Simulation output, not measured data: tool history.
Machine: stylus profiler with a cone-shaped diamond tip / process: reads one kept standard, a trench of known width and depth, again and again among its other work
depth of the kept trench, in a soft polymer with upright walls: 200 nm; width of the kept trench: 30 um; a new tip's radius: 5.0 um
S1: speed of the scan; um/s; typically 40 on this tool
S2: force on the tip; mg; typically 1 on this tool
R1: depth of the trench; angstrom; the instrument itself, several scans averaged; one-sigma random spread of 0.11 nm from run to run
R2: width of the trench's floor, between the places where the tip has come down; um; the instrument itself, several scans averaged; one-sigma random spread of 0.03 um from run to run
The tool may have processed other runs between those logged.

{"run": 1, "hour": 0.0, "S1": 40, "S2": 1, "R1": 2008.1, "R2": 26.84}
{"run": 2, "hour": 31.9, "S1": 40, "S2": 1, "R1": 2009, "R2": 26.88}
{"run": 3, "hour": 87.1, "S1": 40, "S2": 1, "R1": 2007.1, "R2": 26.9}
{"run": 4, "hour": 119.4, "S1": 40, "S2": 1, "R1": 2008.6, "R2": 26.89}
{"run": 5, "hour": 158.9, "S1": 40, "S2": 1.98, "R1": 2013.3, "R2": 26.86}
{"run": 6, "hour": 222.3, "S1": 40, "S2": 1.98, "R1": 2013.3, "R2": 26.89}
{"run": 7, "hour": 266.1, "S1": 40, "S2": 1.98, "R1": 2012.8, "R2": 26.89}
{"run": 8, "hour": 328.2, "S1": 40, "S2": 1.98, "R1": 2013.9, "R2": 26.84}
{"run": 9, "hour": 386.4, "S1": 40, "S2": 1.98, "R1": 2014.5, "R2": 26.91}
{"run": 10, "hour": 431.9, "S1": 40, "S2": 1.98, "R1": 2012.7, "R2": 26.88}
{"run": 11, "hour": 458.6, "S1": 40, "S2": 1.98, "R1": 2012.4, "R2": 26.87}
{"run": 12, "hour": 517.2, "S1": 40, "S2": 1.98, "R1": 2013.1, "R2": 26.84}
{"run": 13, "hour": 575.3, "S1": 40, "S2": 0.65, "R1": 2006.6, "R2": 26.77}
{"run": 14, "hour": 613.9, "S1": 40, "S2": 2.6, "R1": 2015.8, "R2": 26.85}
{"run": 15, "hour": 643.2, "S1": 157, "S2": 1, "R1": 2008.8, "R2": 26.32}
{"run": 16, "hour": 689.6, "S1": 157, "S2": 1, "R1": 2007.3, "R2": 26.32}
{"run": 17, "hour": 742.0, "S1": 157, "S2": 1, "R1": 2006.2, "R2": 26.27}
{"run": 18, "hour": 783.8, "S1": 40, "S2": 1, "R1": 2005, "R2": 26.83}
{"run": 19, "hour": 837.0, "S1": 40, "S2": 1.09, "R1": 2007, "R2": 26.8}
{"run": 20, "hour": 877.1, "S1": 40, "S2": 1, "R1": 2006.3, "R2": 26.75}
{"run": 21, "hour": 920.8, "S1": 63, "S2": 1, "R1": 2007.3, "R2": 26.65}
{"run": 22, "hour": 953.2, "S1": 12, "S2": 1, "R1": 2006.8, "R2": 26.9}
{"run": 23, "hour": 979.7, "S1": 12, "S2": 1, "R1": 2007.1, "R2": 26.87}
{"run": 24, "hour": 1013.7, "S1": 36, "S2": 0.34, "R1": 1999.9, "R2": 26.6}
{"run": 25, "hour": 1044.8, "S1": 10, "S2": 0.75, "R1": 2002.1, "R2": 26.81}
{"run": 26, "hour": 1077.5, "S1": 85, "S2": 0.55, "R1": 2008.5, "R2": 26.4}
{"run": 27, "hour": 1140.1, "S1": 40, "S2": 0.51, "R1": 2006, "R2": 26.68}
{"run": 28, "hour": 1203.1, "S1": 112, "S2": 1.21, "R1": 2011.3, "R2": 26.38}
{"run": 29, "hour": 1263.0, "S1": 112, "S2": 1.21, "R1": 2011.6, "R2": 26.41}
{"run": 30, "hour": 1320.7, "S1": 17, "S2": 1.69, "R1": 2013.7, "R2": 26.77}
{"run": 31, "hour": 1381.7, "S1": 144, "S2": 0.59, "R1": 2009.4, "R2": 26.06}
{"run": 32, "hour": 1423.9, "S1": 144, "S2": 0.59, "R1": 2006.7, "R2": 26.05}
{"run": 33, "hour": 1470.2, "S1": 144, "S2": 0.59, "R1": 2007, "R2": 26.06}
{"run": 34, "hour": 1520.0, "S1": 144, "S2": 0.59, "R1": 2008, "R2": 26.15}
{"run": 35, "hour": 1578.4, "S1": 13, "S2": 0.9, "R1": 2008, "R2": 26.73}
{"run": 36, "hour": 1639.7, "S1": 54, "S2": 0.36, "R1": 2004.3, "R2": 26.4}
{"run": 37, "hour": 1670.0, "S1": 95, "S2": 1.8, "R1": 2012.6, "R2": 26.52}
{"run": 38, "hour": 1734.2, "S1": 102, "S2": 2.74, "R1": 2018.5, "R2": 26.54}
{"run": 39, "hour": 1795.5, "S1": 12, "S2": 1.04, "R1": 2008.2, "R2": 26.73}
{"run": 40, "hour": 1836.2, "S1": 12, "S2": 1.04, "R1": 2007, "R2": 26.74}
{"run": 41, "hour": 1870.6, "S1": 15, "S2": 1.1, "R1": 2009.4, "R2": 26.71}
{"run": 42, "hour": 1928.1, "S1": 15, "S2": 1.1, "R1": 2008.8, "R2": 26.7}
{"run": 43, "hour": 1965.8, "S1": 74, "S2": 1.52, "R1": 2011.3, "R2": 26.48}
{"run": 44, "hour": 2016.4, "S1": 74, "S2": 1.52, "R1": 2010.5, "R2": 26.49}
{"run": 45, "hour": 2047.3, "S1": 74, "S2": 1.52, "R1": 2010.5, "R2": 26.48}

Not shown: 2 entries that the log had between the listed runs. Between which runs, and how does the tool's hidden state differ before and after?
After run 21, before run 22: height scale calibrated on a step standard (hour 925.1)
  radius of the tip, um: 6.11 -> 6.13; height scale over the true one, %: -0.184 -> -0.212
  what was measured, less what the result would be without the hidden state, R1: -3.7 -> -4.2 angstrom; R2: -0.31 -> -0.31 um
After run 25, before run 26: height scale calibrated on a step standard, once more (hour 1060)
  radius of the tip, um: 6.19 -> 6.21; height scale over the true one, %: -0.223 -> 0.013
  what was measured, less what the result would be without the hidden state, R1: -4.5 -> +0.3 angstrom; R2: -0.32 -> -0.33 um
